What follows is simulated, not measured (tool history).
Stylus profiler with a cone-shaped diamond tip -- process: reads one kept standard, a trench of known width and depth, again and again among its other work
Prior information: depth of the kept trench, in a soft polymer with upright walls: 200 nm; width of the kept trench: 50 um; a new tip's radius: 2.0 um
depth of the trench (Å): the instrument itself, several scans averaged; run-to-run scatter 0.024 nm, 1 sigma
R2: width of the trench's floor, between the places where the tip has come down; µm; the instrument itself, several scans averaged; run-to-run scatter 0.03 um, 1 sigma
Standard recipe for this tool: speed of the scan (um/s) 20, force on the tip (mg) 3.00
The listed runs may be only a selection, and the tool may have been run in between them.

run 1 day=0.000 | speed_of_the_scan_(um/s)=20 force_on_the_tip_(mg)=3.00 | depth_of_the_trench_(Å)=2025.4 R2=47.60
run 2 day=1.246 | speed_of_the_scan_(um/s)=20 force_on_the_tip_(mg)=2.12 | depth_of_the_trench_(Å)=2020.7 R2=47.61
run 3 day=2.100 | speed_of_the_scan_(um/s)=20 force_on_the_tip_(mg)=2.12 | depth_of_the_trench_(Å)=2021.1 R2=47.63
run 4 day=2.767 | speed_of_the_scan_(um/s)=20 force_on_the_tip_(mg)=2.12 | depth_of_the_trench_(Å)=2020.9 R2=47.65
run 5 day=3.992 | speed_of_the_scan_(um/s)=20 force_on_the_tip_(mg)=1.86 | depth_of_the_trench_(Å)=2019.5 R2=47.61
run 6 day=5.417 | speed_of_the_scan_(um/s)=20 force_on_the_tip_(mg)=2.95 | depth_of_the_trench_(Å)=2025.2 R2=47.62
run 7 day=6.050 | speed_of_the_scan_(um/s)=24 force_on_the_tip_(mg)=3.00 | depth_of_the_trench_(Å)=2025.5 R2=47.61
-- day=6.175 height scale calibrated on a step standard
run 8 day=7.571 | speed_of_the_scan_(um/s)=26 force_on_the_tip_(mg)=3.00 | depth_of_the_trench_(Å)=2026.2 R2=47.56
run 9 day=8.658 | speed_of_the_scan_(um/s)=26 force_on_the_tip_(mg)=3.00 | depth_of_the_trench_(Å)=2026.2 R2=47.53
run 10 day=9.558 | speed_of_the_scan_(um/s)=8 force_on_the_tip_(mg)=5.68 | depth_of_the_trench_(Å)=2038.5 R2=47.55
run 11 day=10.975 | speed_of_the_scan_(um/s)=8 force_on_the_tip_(mg)=5.68 | depth_of_the_trench_(Å)=2038.7 R2=47.61
-- day=12.225 height scale calibrated on a step standard, once more
run 12 day=12.279 | speed_of_the_scan_(um/s)=32 force_on_the_tip_(mg)=3.98 | depth_of_the_trench_(Å)=2027.5 R2=47.56
run 13 day=13.396 | speed_of_the_scan_(um/s)=10 force_on_the_tip_(mg)=3.30 | depth_of_the_trench_(Å)=2024.0 R2=47.57
run 14 day=14.362 | speed_of_the_scan_(um/s)=24 force_on_the_tip_(mg)=1.39 | depth_of_the_trench_(Å)=2013.3 R2=47.50
run 15 day=15.383 | speed_of_the_scan_(um/s)=24 force_on_the_tip_(mg)=1.39 | depth_of_the_trench_(Å)=2013.7 R2=47.47
run 16 day=16.333 | speed_of_the_scan_(um/s)=24 force_on_the_tip_(mg)=1.39 | depth_of_the_trench_(Å)=2013.4 R2=47.43
run 17 day=17.779 | speed_of_the_scan_(um/s)=68 force_on_the_tip_(mg)=4.41 | depth_of_the_trench_(Å)=2029.0 R2=47.38
run 18 day=19.042 | speed_of_the_scan_(um/s)=16 force_on_the_tip_(mg)=1.64 | depth_of_the_trench_(Å)=2015.5 R2=47.51

What if the next run were any one of these 5? Each begins from the tool's condition after run 18:
run A day=19.779 | speed_of_the_scan_(um/s)=16 force_on_the_tip_(mg)=2.46 | depth_of_the_trench_(Å)=? R2=?
run B day=19.779 | speed_of_the_scan_(um/s)=18 force_on_the_tip_(mg)=4.33 | depth_of_the_trench_(Å)=? R2=?
run C day=19.779 | speed_of_the_scan_(um/s)=16 force_on_the_tip_(mg)=3.11 | depth_of_the_trench_(Å)=? R2=?
run D day=19.779 | speed_of_the_scan_(um/s)=20 force_on_the_tip_(mg)=2.38 | depth_of_the_trench_(Å)=? R2=?
run E day=19.779 | speed_of_the_scan_(um/s)=20 force_on_the_tip_(mg)=1.08 | depth_of_the_trench_(Å)=? R2=?

run=A depth_of_the_trench_(Å)=2020.1 R2=47.42
run=B depth_of_the_trench_(Å)=2029.0 R2=47.54
run=C depth_of_the_trench_(Å)=2023.3 R2=47.50
run=D depth_of_the_trench_(Å)=2019.1 R2=47.46
run=E depth_of_the_trench_(Å)=2011.7 R2=47.42
What these runs would have given with no unlogged condition in the tool:
run=A depth_of_the_trench_(Å)=2020.2 R2=48.16
run=B depth_of_the_trench_(Å)=2029.1 R2=48.27
run=C depth_of_the_trench_(Å)=2023.4 R2=48.23
run=D depth_of_the_trench_(Å)=2019.3 R2=48.19
run=E depth_of_the_trench_(Å)=2011.9 R2=48.15

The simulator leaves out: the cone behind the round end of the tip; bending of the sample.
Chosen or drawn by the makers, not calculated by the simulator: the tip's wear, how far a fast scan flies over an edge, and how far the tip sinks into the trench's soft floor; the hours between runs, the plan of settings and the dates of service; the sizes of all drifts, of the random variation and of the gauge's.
